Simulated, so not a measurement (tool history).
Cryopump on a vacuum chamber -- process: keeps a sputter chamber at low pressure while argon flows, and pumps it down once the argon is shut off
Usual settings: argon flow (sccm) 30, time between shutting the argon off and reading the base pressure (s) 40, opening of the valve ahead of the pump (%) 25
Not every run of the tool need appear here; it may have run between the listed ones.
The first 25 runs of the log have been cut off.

| run | hour | argon flow (sccm) | time between shutting the argon off and reading the base pressure (s) | opening of the valve ahead of the pump (%) | hours of work since the pump was warmed up and emptied | hours of work since the cold head was overhauled | hours of work since the chamber's fittings were tightened | pressure while argon flows (Pa) | pressure after the wait (uPa) |
|---|---|---|---|---|---|---|---|---|---|
| 26 | 835.4 | 32 | 40 | 25 | 281 | 1141 | 2187 | 0.0895 | 1.99 |
| 27 | 859 | 32 | 40 | 25 | 301 | 1161 | 2207 | 0.0903 | 1.97 |
| 28 | 881.1 | 32 | 40 | 25 | 320 | 1180 | 2226 | 0.0908 | 2.1 |
| 29 | 914.5 | 15 | 34 | 18 | 348 | 1209 | 2255 | 0.0585 | 2.31 |
| 30 | 937.2 | 30 | 84 | 36 | 368 | 1228 | 2274 | 0.06 | 1.36 |
| 31 | 961.4 | 30 | 84 | 36 | 388 | 1249 | 2295 | 0.0599 | 1.33 |
| 32 | 994.5 | 30 | 84 | 36 | 417 | 1277 | 2323 | 0.0607 | 1.35 |
|  | 1014.2 | pump warmed up, emptied and cooled again |
| 33 | 1019.2 | 22 | 41 | 17 | 4 | 1294 | 2340 | 0.0879 | 1.95 |

Consider 3 possible next runs. They are alternatives, not a sequence: every one starts from the tool as it was left by run 33. What does each give?
| A | 1052.7 | 43 | 24 | 25 | 33 | 1322 | 2369 | ? | ? |
| B | 1052.7 | 28 | 41 | 32 | 33 | 1322 | 2369 | ? | ? |
| C | 1052.7 | 22 | 41 | 25 | 33 | 1322 | 2369 | ? | ? |

| run | pressure while argon flows (Pa) | pressure after the wait (uPa) |
|---|---|---|
| A | 0.1176 | 2.99 |
| B | 0.0603 | 1.89 |
| C | 0.0601 | 1.98 |
What these runs would have given with no unlogged condition in the tool:
| run | pressure while argon flows (Pa) | pressure after the wait (uPa) |
|---|---|---|
| A | 0.1165 | 2.47 |
| B | 0.0596 | 1.4 |
| C | 0.0595 | 1.47 |

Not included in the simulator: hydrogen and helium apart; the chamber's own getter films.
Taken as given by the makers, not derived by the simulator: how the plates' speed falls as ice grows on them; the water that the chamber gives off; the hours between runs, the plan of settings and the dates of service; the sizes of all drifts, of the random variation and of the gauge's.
